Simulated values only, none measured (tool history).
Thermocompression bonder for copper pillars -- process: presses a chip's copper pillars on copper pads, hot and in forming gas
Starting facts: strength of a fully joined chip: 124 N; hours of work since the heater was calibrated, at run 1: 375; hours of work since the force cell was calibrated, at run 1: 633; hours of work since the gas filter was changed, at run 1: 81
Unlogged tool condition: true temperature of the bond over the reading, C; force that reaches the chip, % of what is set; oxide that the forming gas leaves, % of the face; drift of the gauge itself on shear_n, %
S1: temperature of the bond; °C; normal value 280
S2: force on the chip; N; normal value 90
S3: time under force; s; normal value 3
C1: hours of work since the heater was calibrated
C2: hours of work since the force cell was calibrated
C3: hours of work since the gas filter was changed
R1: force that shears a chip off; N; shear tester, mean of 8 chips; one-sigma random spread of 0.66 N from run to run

run 1 hour=0.0 | S1=280 S2=90 S3=3 | C1=375 C2=633 C3=81 | R1=52.6
run 2 hour=54.6 | S1=280 S2=90 S3=3 | C1=403 C2=661 C3=109 | R1=51.9
run 3 hour=80.7 | S1=280 S2=90 S3=3 | C1=416 C2=674 C3=122 | R1=50.7
run 4 hour=128.8 | S1=280 S2=92 S3=3 | C1=441 C2=699 C3=147 | R1=52.0
run 5 hour=166.6 | S1=280 S2=90 S3=2 | C1=460 C2=718 C3=166 | R1=42.9
run 6 hour=198.7 | S1=280 S2=90 S3=3 | C1=477 C2=735 C3=183 | R1=50.1
run 7 hour=256.9 | S1=280 S2=90 S3=3 | C1=507 C2=765 C3=213 | R1=49.4
run 8 hour=310.3 | S1=280 S2=90 S3=3 | C1=534 C2=792 C3=240 | R1=50.7
run 9 hour=352.3 | S1=286 S2=90 S3=3 | C1=556 C2=814 C3=262 | R1=53.9
run 10 hour=380.0 | S1=286 S2=90 S3=3 | C1=570 C2=828 C3=276 | R1=51.8
run 11 hour=408.2 | S1=280 S2=90 S3=3 | C1=584 C2=842 C3=290 | R1=50.6
run 12 hour=442.0 | S1=280 S2=90 S3=3 | C1=602 C2=860 C3=308 | R1=49.0
run 13 hour=473.4 | S1=280 S2=65 S3=3 | C1=618 C2=876 C3=324 | R1=37.1
run 14 hour=512.2 | S1=280 S2=65 S3=3 | C1=638 C2=896 C3=344 | R1=37.1
run 15 hour=574.1 | S1=280 S2=65 S3=3 | C1=670 C2=928 C3=376 | R1=37.3
run 16 hour=625.1 | S1=280 S2=65 S3=3 | C1=696 C2=954 C3=402 | R1=38.0
run 17 hour=678.5 | S1=280 S2=90 S3=3 | C1=723 C2=981 C3=429 | R1=49.8
-- hour=682.2 forming gas filter changed
run 18 hour=715.5 | S1=309 S2=90 S3=3 | C1=742 C2=1000 C3=17 | R1=65.1
run 19 hour=754.1 | S1=309 S2=90 S3=3 | C1=762 C2=1020 C3=37 | R1=65.5
run 20 hour=782.6 | S1=309 S2=90 S3=3 | C1=776 C2=1035 C3=52 | R1=66.2
run 21 hour=838.6 | S1=306 S2=72 S3=5 | C1=805 C2=1063 C3=80 | R1=64.4
run 22 hour=885.7 | S1=279 S2=72 S3=5 | C1=829 C2=1087 C3=105 | R1=52.0
-- hour=892.1 force cell calibrated
run 23 hour=936.8 | S1=256 S2=60 S3=2 | C1=855 C2=23 C3=130 | R1=22.9
run 24 hour=966.7 | S1=297 S2=84 S3=2 | C1=870 C2=38 C3=145 | R1=46.9
-- hour=997.1 force cell calibrated, once more
run 25 hour=1021.7 | S1=293 S2=84 S3=2 | C1=898 C2=13 C3=173 | R1=50.0

Estimate the outcome of run 26 from the log above:
run 26 hour=1073.2 | S1=309 S2=90 S3=5 | C1=924 C2=39 C3=199 | R1=?

{"run 26": {"R1": 77.1}}
With the hidden condition absent and the run-to-run variation left alone, this run would have shown R1 77.2 N.
